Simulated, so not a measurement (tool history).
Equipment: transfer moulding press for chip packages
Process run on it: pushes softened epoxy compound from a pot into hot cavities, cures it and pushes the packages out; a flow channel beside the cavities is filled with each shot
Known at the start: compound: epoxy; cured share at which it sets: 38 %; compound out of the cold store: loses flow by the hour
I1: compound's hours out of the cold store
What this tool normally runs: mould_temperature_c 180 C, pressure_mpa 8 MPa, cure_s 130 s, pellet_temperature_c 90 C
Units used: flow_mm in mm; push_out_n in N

Run 1, hour 0: usual settings; I1 34.1. Result: flow_mm 796 mm, push_out_n 598 N.
Run 2, hour 7.1: usual settings; I1 29. Result: flow_mm 807 mm, push_out_n 613 N.
Run 3, hour 16.5: usual settings but mould_temperature_c 188 C; I1 20.4. Result: flow_mm 820 mm, push_out_n 515 N.
Run 4, hour 24.7: usual settings but mould_temperature_c 188 C; I1 26.9. Result: flow_mm 801 mm, push_out_n 521 N.
Run 5, hour 30.3: usual settings but mould_temperature_c 188 C; I1 32.4. Result: flow_mm 778 mm, push_out_n 521 N.
At hour 38.2: mould's thermocouples calibrated.
Run 6, hour 44.5: usual settings; I1 25. Result: flow_mm 814 mm, push_out_n 657 N.
At hour 50.1: cavities cleaned with cleaning compound and waxed.
Run 7, hour 51.7: usual settings; I1 9.3. Result: flow_mm 878 mm, push_out_n 339 N.
Run 8, hour 63.4: usual settings but pressure_mpa 8.43 MPa; I1 46.4. Result: flow_mm 766 mm, push_out_n 408 N.
Run 9, hour 72: usual settings but pressure_mpa 8.43 MPa; I1 12.6. Result: flow_mm 875 mm, push_out_n 464 N.
Run 10, hour 84: usual settings but mould_temperature_c 186 C, pressure_mpa 8.43 MPa; I1 27. Result: flow_mm 817 mm, push_out_n 413 N.
Run 11, hour 94.8: usual settings but mould_temperature_c 186 C, pressure_mpa 8.43 MPa; I1 15.4. Result: flow_mm 856 mm, push_out_n 455 N.
Run 12, hour 106.2: usual settings but mould_temperature_c 186 C, pressure_mpa 8.43 MPa; I1 28.4. Result: flow_mm 802 mm, push_out_n 461 N.
Run 13, hour 115.3: usual settings but mould_temperature_c 186 C, pressure_mpa 8.43 MPa; I1 34.9. Result: flow_mm 784 mm, push_out_n 502 N.
Run 14, hour 125.4: usual settings but mould_temperature_c 186 C, pressure_mpa 8.43 MPa; I1 13.7. Result: flow_mm 853 mm, push_out_n 523 N.
Run 15, hour 132.3: usual settings but mould_temperature_c 186 C, pressure_mpa 8.43 MPa; I1 33. Result: flow_mm 785 mm, push_out_n 521 N.
Run 16, hour 141.5: usual settings but mould_temperature_c 186 C, pressure_mpa 8.43 MPa; I1 28.5. Result: flow_mm 795 mm, push_out_n 553 N.
Run 17, hour 151.1: usual settings but mould_temperature_c 186 C, pressure_mpa 8.43 MPa; I1 34.6. Result: flow_mm 776 mm, push_out_n 544 N.
At hour 158.2: cavities cleaned with cleaning compound and waxed.
Run 18, hour 159.6: usual settings but mould_temperature_c 186 C, pressure_mpa 7.2 MPa; I1 18.9. Result: flow_mm 766 mm, push_out_n 285 N.
Run 19, hour 169.4: usual settings but mould_temperature_c 176 C, pressure_mpa 9.43 MPa; I1 30.4. Result: flow_mm 860 mm, push_out_n 473 N.
Run 20, hour 182.5: usual settings but mould_temperature_c 176 C, pressure_mpa 9.43 MPa, pellet_temperature_c 93 C; I1 38.8. Result: flow_mm 825 mm, push_out_n 566 N.
Run 21, hour 191.1: usual settings but mould_temperature_c 175 C, pressure_mpa 8.82 MPa, cure_s 137 s; I1 15.4. Result: flow_mm 881 mm, push_out_n 610 N.
Run 22, hour 196.9: usual settings but pressure_mpa 7.04 MPa, cure_s 114 s; I1 26.7. Result: flow_mm 740 mm, push_out_n 662 N.
Run 23, hour 207.9: usual settings but mould_temperature_c 176 C, pressure_mpa 7.04 MPa, cure_s 164 s, pellet_temperature_c 97 C; I1 10.2. Result: flow_mm 804 mm, push_out_n 512 N.
Run 24, hour 220: usual settings but mould_temperature_c 178 C, pressure_mpa 7.04 MPa, cure_s 164 s, pellet_temperature_c 97 C; I1 16.5. Result: flow_mm 779 mm, push_out_n 484 N.
Run 25, hour 228.2: usual settings but mould_temperature_c 172 C, pressure_mpa 8.36 MPa; I1 17. Result: flow_mm 858 mm, push_out_n 1057 N.
Run 26, hour 235.6: usual settings but mould_temperature_c 172 C, pressure_mpa 6.14 MPa, pellet_temperature_c 91 C; I1 42.9. Result: flow_mm 661 mm, push_out_n 950 N.
Run 27, hour 243.2: usual settings but mould_temperature_c 172 C, pressure_mpa 6.14 MPa, pellet_temperature_c 91 C; I1 24.3. Result: flow_mm 707 mm, push_out_n 1031 N.
Run 28, hour 255.7: usual settings but mould_temperature_c 172 C, pressure_mpa 8.07 MPa, pellet_temperature_c 85 C; I1 32.4. Result: flow_mm 785 mm, push_out_n 1041 N.
At hour 265.9: cavities cleaned with cleaning compound and waxed.
Run 29, hour 267: usual settings but cure_s 156 s, pellet_temperature_c 94 C; I1 22.1. Result: flow_mm 785 mm, push_out_n 270 N.

Forecast each of these 3 alternatives for the next run:
Run A, hour 275.8: usual settings but pressure_mpa 8.36 MPa, cure_s 133 s, pellet_temperature_c 93 C; I1 30.9. Result: flow_mm ?, push_out_n ?.
Run B, hour 275.8: usual settings but mould_temperature_c 184 C, pressure_mpa 8.14 MPa, cure_s 124 s; I1 38.1. Result: flow_mm ?, push_out_n ?.
Run C, hour 275.8: usual settings but pressure_mpa 6.65 MPa; I1 33.2. Result: flow_mm ?, push_out_n ?.

run  flow_mm  push_out_n
  A      782         372
  B      734         345
  C      685         377
Take away the tool's hidden state, keep each run's random variation, and the runs would have read:
run  flow_mm  push_out_n
  A      831         310
  B      781         288
  C      729         313

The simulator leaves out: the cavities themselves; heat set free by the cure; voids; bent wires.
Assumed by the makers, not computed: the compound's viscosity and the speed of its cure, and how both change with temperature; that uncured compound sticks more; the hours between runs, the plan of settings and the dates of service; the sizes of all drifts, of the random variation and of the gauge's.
